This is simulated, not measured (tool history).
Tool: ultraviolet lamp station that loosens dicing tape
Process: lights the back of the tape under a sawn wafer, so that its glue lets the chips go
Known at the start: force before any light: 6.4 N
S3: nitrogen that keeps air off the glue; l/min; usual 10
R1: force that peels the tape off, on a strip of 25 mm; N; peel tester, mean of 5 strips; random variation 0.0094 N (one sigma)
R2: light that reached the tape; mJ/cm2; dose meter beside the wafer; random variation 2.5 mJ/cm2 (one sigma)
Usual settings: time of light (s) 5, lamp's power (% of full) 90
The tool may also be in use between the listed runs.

run 1 hour=0.0 | time_of_light_(s)=5 lamp's_power_(%_of_full)=90 S3=10 | R1=0.661 R2=232
run 2 hour=13.9 | time_of_light_(s)=3 lamp's_power_(%_of_full)=90 S3=10 | R1=1.530 R2=134
run 3 hour=24.9 | time_of_light_(s)=3 lamp's_power_(%_of_full)=90 S3=10 | R1=1.515 R2=137
run 4 hour=37.4 | time_of_light_(s)=5 lamp's_power_(%_of_full)=90 S3=10 | R1=0.663 R2=227
run 5 hour=57.3 | time_of_light_(s)=5 lamp's_power_(%_of_full)=90 S3=10 | R1=0.673 R2=222
run 6 hour=84.4 | time_of_light_(s)=5 lamp's_power_(%_of_full)=90 S3=10 | R1=0.691 R2=222
run 7 hour=96.3 | time_of_light_(s)=5 lamp's_power_(%_of_full)=90 S3=10 | R1=0.712 R2=215
run 8 hour=113.1 | time_of_light_(s)=5 lamp's_power_(%_of_full)=90 S3=10 | R1=0.717 R2=218
run 9 hour=127.8 | time_of_light_(s)=5 lamp's_power_(%_of_full)=90 S3=10 | R1=0.728 R2=210
run 10 hour=141.0 | time_of_light_(s)=5 lamp's_power_(%_of_full)=90 S3=10 | R1=0.756 R2=214
run 11 hour=167.8 | time_of_light_(s)=5 lamp's_power_(%_of_full)=90 S3=10 | R1=0.766 R2=211
run 12 hour=181.4 | time_of_light_(s)=2 lamp's_power_(%_of_full)=71 S3=10 | R1=3.178 R2=66
run 13 hour=203.0 | time_of_light_(s)=2 lamp's_power_(%_of_full)=78 S3=3 | R1=3.808 R2=72
run 14 hour=222.9 | time_of_light_(s)=2 lamp's_power_(%_of_full)=78 S3=3 | R1=3.933 R2=73
run 15 hour=244.7 | time_of_light_(s)=2 lamp's_power_(%_of_full)=78 S3=3 | R1=3.803 R2=70
run 16 hour=269.5 | time_of_light_(s)=4 lamp's_power_(%_of_full)=85 S3=8 | R1=1.442 R2=149
run 17 hour=288.4 | time_of_light_(s)=5 lamp's_power_(%_of_full)=73 S3=3 | R1=1.957 R2=160
run 18 hour=309.3 | time_of_light_(s)=3 lamp's_power_(%_of_full)=93 S3=7 | R1=1.993 R2=122
run 19 hour=326.1 | time_of_light_(s)=5 lamp's_power_(%_of_full)=75 S3=3 | R1=1.929 R2=162
run 20 hour=342.2 | time_of_light_(s)=5 lamp's_power_(%_of_full)=75 S3=3 | R1=1.971 R2=165

4 ways to go on from here, each from the tool as it stands after run 20. What would each give?
run A hour=354.4 | time_of_light_(s)=4 lamp's_power_(%_of_full)=90 S3=3 | R1=? R2=?
run B hour=354.4 | time_of_light_(s)=5 lamp's_power_(%_of_full)=87 S3=12 | R1=? R2=?
run C hour=354.4 | time_of_light_(s)=5 lamp's_power_(%_of_full)=67 S3=3 | R1=? R2=?
run D hour=354.4 | time_of_light_(s)=4 lamp's_power_(%_of_full)=86 S3=3 | R1=? R2=?

run=A R1=2.058 R2=154
run=B R1=0.878 R2=187
run=C R1=2.249 R2=142
run=D R1=2.191 R2=149
Without the tool's hidden state the same runs would have given:
run=A R1=1.191 R2=233
run=B R1=0.393 R2=283
run=C R1=1.344 R2=217
run=D R1=1.291 R2=225
